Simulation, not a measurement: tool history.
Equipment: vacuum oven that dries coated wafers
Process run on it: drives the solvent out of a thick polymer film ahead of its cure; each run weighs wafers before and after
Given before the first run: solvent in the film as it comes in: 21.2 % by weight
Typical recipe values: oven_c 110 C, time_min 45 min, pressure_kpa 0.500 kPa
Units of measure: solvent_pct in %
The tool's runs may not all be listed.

{"run": 1, "hour": 0.0, "oven_c": 110, "time_min": 45, "pressure_kpa": 0.5, "solvent_pct": 5.11}
{"run": 2, "hour": 28.3, "oven_c": 110, "time_min": 45, "pressure_kpa": 0.5, "solvent_pct": 4.94}
{"run": 3, "hour": 55.4, "oven_c": 110, "time_min": 56, "pressure_kpa": 0.5, "solvent_pct": 3.78}
{"run": 4, "hour": 93.5, "oven_c": 110, "time_min": 56, "pressure_kpa": 0.5, "solvent_pct": 3.96}
{"run": 5, "hour": 116.3, "oven_c": 110, "time_min": 55, "pressure_kpa": 0.5, "solvent_pct": 3.96}
{"run": 6, "hour": 153.3, "oven_c": 110, "time_min": 31, "pressure_kpa": 0.5, "solvent_pct": 7.33}
{"run": 7, "hour": 199.0, "oven_c": 110, "time_min": 31, "pressure_kpa": 0.5, "solvent_pct": 7.35}
{"run": 8, "hour": 237.9, "oven_c": 110, "time_min": 45, "pressure_kpa": 0.5, "solvent_pct": 5.13}
{"run": 9, "hour": 267.8, "oven_c": 110, "time_min": 45, "pressure_kpa": 1.381, "solvent_pct": 5.88}
{"run": 10, "hour": 302.0, "oven_c": 116, "time_min": 45, "pressure_kpa": 0.5, "solvent_pct": 3.22}
{"run": 11, "hour": 339.1, "oven_c": 110, "time_min": 45, "pressure_kpa": 0.5, "solvent_pct": 5.19}
{"run": 12, "hour": 383.4, "oven_c": 110, "time_min": 45, "pressure_kpa": 0.5, "solvent_pct": 5.15}
{"run": 13, "hour": 429.1, "oven_c": 110, "time_min": 45, "pressure_kpa": 0.5, "solvent_pct": 5.22}
{"hour": 433.3, "done": "oven's thermocouples calibrated"}
{"run": 14, "hour": 470.6, "oven_c": 110, "time_min": 22, "pressure_kpa": 0.5, "solvent_pct": 9.52}
{"run": 15, "hour": 503.5, "oven_c": 110, "time_min": 22, "pressure_kpa": 0.5, "solvent_pct": 9.56}
{"run": 16, "hour": 548.5, "oven_c": 107, "time_min": 22, "pressure_kpa": 0.5, "solvent_pct": 10.75}
{"run": 17, "hour": 577.0, "oven_c": 107, "time_min": 22, "pressure_kpa": 0.5, "solvent_pct": 10.82}
{"hour": 591.0, "done": "oven's thermocouples calibrated, once more"}
{"run": 18, "hour": 607.2, "oven_c": 116, "time_min": 45, "pressure_kpa": 0.5, "solvent_pct": 3.09}
{"run": 19, "hour": 634.9, "oven_c": 110, "time_min": 45, "pressure_kpa": 0.361, "solvent_pct": 4.77}
{"run": 20, "hour": 671.6, "oven_c": 110, "time_min": 45, "pressure_kpa": 0.361, "solvent_pct": 4.76}
{"run": 21, "hour": 692.0, "oven_c": 112, "time_min": 36, "pressure_kpa": 1.453, "solvent_pct": 6.14}
{"run": 22, "hour": 735.7, "oven_c": 118, "time_min": 60, "pressure_kpa": 1.202, "solvent_pct": 2.08}
{"run": 23, "hour": 772.1, "oven_c": 118, "time_min": 56, "pressure_kpa": 0.484, "solvent_pct": 1.86}
{"run": 24, "hour": 811.5, "oven_c": 118, "time_min": 56, "pressure_kpa": 0.484, "solvent_pct": 1.77}
{"run": 25, "hour": 832.9, "oven_c": 118, "time_min": 56, "pressure_kpa": 0.484, "solvent_pct": 1.81}
{"run": 26, "hour": 871.2, "oven_c": 118, "time_min": 56, "pressure_kpa": 0.484, "solvent_pct": 1.75}
{"run": 27, "hour": 890.5, "oven_c": 111, "time_min": 45, "pressure_kpa": 1.22, "solvent_pct": 5.19}
{"run": 28, "hour": 934.0, "oven_c": 111, "time_min": 45, "pressure_kpa": 1.22, "solvent_pct": 5.17}
{"run": 29, "hour": 962.0, "oven_c": 98, "time_min": 22, "pressure_kpa": 1.505, "solvent_pct": 13.41}
{"run": 30, "hour": 998.3, "oven_c": 98, "time_min": 45, "pressure_kpa": 1.152, "solvent_pct": 10.12}
{"run": 31, "hour": 1019.6, "oven_c": 98, "time_min": 45, "pressure_kpa": 1.152, "solvent_pct": 10.23}
{"run": 32, "hour": 1061.9, "oven_c": 110, "time_min": 45, "pressure_kpa": 0.372, "solvent_pct": 4.91}
{"run": 33, "hour": 1097.0, "oven_c": 110, "time_min": 45, "pressure_kpa": 0.372, "solvent_pct": 4.89}
{"run": 34, "hour": 1143.3, "oven_c": 110, "time_min": 45, "pressure_kpa": 0.372, "solvent_pct": 4.93}
{"run": 35, "hour": 1186.4, "oven_c": 124, "time_min": 40, "pressure_kpa": 0.372, "solvent_pct": 1.66}
{"run": 36, "hour": 1228.0, "oven_c": 124, "time_min": 40, "pressure_kpa": 0.372, "solvent_pct": 1.77}
{"run": 37, "hour": 1274.1, "oven_c": 124, "time_min": 45, "pressure_kpa": 0.5, "solvent_pct": 1.49}
{"run": 38, "hour": 1304.8, "oven_c": 102, "time_min": 77, "pressure_kpa": 0.586, "solvent_pct": 5.2}
{"run": 39, "hour": 1330.0, "oven_c": 102, "time_min": 40, "pressure_kpa": 0.282, "solvent_pct": 8.73}
{"run": 40, "hour": 1374.2, "oven_c": 113, "time_min": 77, "pressure_kpa": 1.695, "solvent_pct": 3.05}

A few steps of solvent_pct between consecutive runs. Split each: what settings, incoming material and random variation would produce without the hidden state, and what is left over for the hidden state, along with gauge scatter present in only one of the two compared results (measured, and without hidden state):
The tool's hidden condition here consists of: true wafer temperature over the reading, C; true pressure over the reading, kPa; drift of the gauge itself on solvent_pct, %.
Run 17 -> 18: oven_c 107 -> 116, time_min 22 -> 45, oven's thermocouples calibrated, once more. solvent_pct -7.73 %: hidden state -0.39, all else -7.34.
Run 28 -> 29: oven_c 111 -> 98, time_min 45 -> 22, pressure_kpa 1.220 -> 1.505. solvent_pct +8.24 %: hidden state -0.10, all else +8.34.
Run 29 -> 30: time_min 22 -> 45, pressure_kpa 1.505 -> 1.152. solvent_pct -3.29 %: hidden state +0.19, all else -3.48.
Run 37 -> 38: oven_c 124 -> 102, time_min 45 -> 77, pressure_kpa 0.500 -> 0.586. solvent_pct +3.71 %: hidden state +0.40, all else +3.31.
Run 39 -> 40: oven_c 102 -> 113, time_min 40 -> 77, pressure_kpa 0.282 -> 1.695. solvent_pct -5.68 %: hidden state -0.09, all else -5.59.
